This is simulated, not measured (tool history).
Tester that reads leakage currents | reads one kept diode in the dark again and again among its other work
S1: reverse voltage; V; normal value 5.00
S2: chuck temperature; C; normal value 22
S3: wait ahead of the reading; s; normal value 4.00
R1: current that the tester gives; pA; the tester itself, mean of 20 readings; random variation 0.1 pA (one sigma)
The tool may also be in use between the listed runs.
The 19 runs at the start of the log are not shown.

run    hour     S1  S2    S3      R1
 20  1184.2   3.56  22  4.00   24.75
     1264.4  -- tester calibrated, once more
 21  1276.7   3.56  32  0.50   61.92
 22  1343.0   4.60  24  0.50   35.65
 23  1428.9  15.25  49  2.19  591.45
 24  1476.1   5.00  44  2.12  204.49
 25  1546.4  16.93  38  1.63  248.87
 26  1629.2  16.93  38  1.63  245.67
 27  1674.5  16.93  38  1.63  245.25
 28  1737.3   5.00  22  5.04   27.99
 29  1790.9   5.00  30  1.28   57.93
 30  1870.3  12.09  22  8.36   47.01
 31  1941.8   5.00  27  1.63   43.33
 32  2018.5  14.01  22  2.27   51.15
 33  2068.5   4.49  22  1.22   25.57
 34  2160.3  11.36  24  0.53   56.06
     2178.3  -- chuck's temperature calibrated
 35  2213.1  11.36  54  2.76  799.63
 36  2269.7   1.81  36  1.04   61.55
 37  2330.4   5.00  43  0.65  201.67
 38  2373.8   5.00  43  0.65  200.90
 39  2413.1   2.44  47  3.81  182.21

5 ways to go on from here, each from the tool as it stands after run 39. What would each give?
  A  2502.7  17.24  22  4.00   ?
  B  2502.7   1.44  22  4.00   ?
  C  2502.7   2.44  47  5.38   ?
  D  2502.7   5.00  22  2.67   ?
  E  2502.7  11.69  24  3.81   ?

run      R1
  A   66.51
  B   14.69
  C  179.94
  D   31.43
  E   62.41
With no hidden state in the tool, these same runs would have given:
run      R1
  A   63.15
  B   14.79
  C  185.38
  D   30.95
  E   60.80
